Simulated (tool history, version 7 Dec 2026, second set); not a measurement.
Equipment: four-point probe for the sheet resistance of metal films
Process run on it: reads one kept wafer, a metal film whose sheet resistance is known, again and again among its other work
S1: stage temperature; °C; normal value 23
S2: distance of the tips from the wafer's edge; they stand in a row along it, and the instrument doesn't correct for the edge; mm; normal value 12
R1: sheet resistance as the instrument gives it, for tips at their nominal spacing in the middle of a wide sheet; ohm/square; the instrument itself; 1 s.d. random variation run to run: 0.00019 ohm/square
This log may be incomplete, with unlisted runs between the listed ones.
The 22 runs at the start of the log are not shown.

Run 23, day 75.750: usual settings but S1 24 °C, S2 22 mm. Result: R1 0.964352 ohm/square.
Run 24, day 79.671: usual settings but S2 18 mm. Result: R1 0.965547 ohm/square.
Run 25, day 84.629: usual settings but S2 34 mm. Result: R1 0.963090 ohm/square.
Run 26, day 87.550: usual settings but S1 33 °C. Result: R1 0.964008 ohm/square.
Run 27, day 91.446: usual settings but S2 4 mm. Result: R1 1.011029 ohm/square.
Run 28, day 93.729: usual settings but S1 28 °C, S2 42 mm. Result: R1 0.960286 ohm/square.
Run 29, day 96.238: usual settings but S1 28 °C, S2 6 mm. Result: R1 0.982188 ohm/square.
Run 30, day 100.138: usual settings but S1 20 °C, S2 6 mm. Result: R1 0.985485 ohm/square.

Alternative continuations, all from the tool just after run 30; predict every row:
Run A, day 104.462: usual settings but S1 20 °C, S2 3 mm. Result: R1 ?.
Run B, day 104.462: usual settings but S1 20 °C, S2 4 mm. Result: R1 ?.
Run C, day 104.462: usual settings. Result: R1 ?.
Run D, day 104.462: usual settings but S2 27 mm. Result: R1 ?.
Run E, day 104.462: usual settings but S1 24 °C, S2 4 mm. Result: R1 ?.

run        R1
  A  1.046392
  B  1.011700
  C  0.966905
  D  0.962183
  E  1.009626
What these runs would have given with no unlogged condition in the tool:
run        R1
  A  1.048530
  B  1.013771
  C  0.968882
  D  0.964150
  E  1.011683
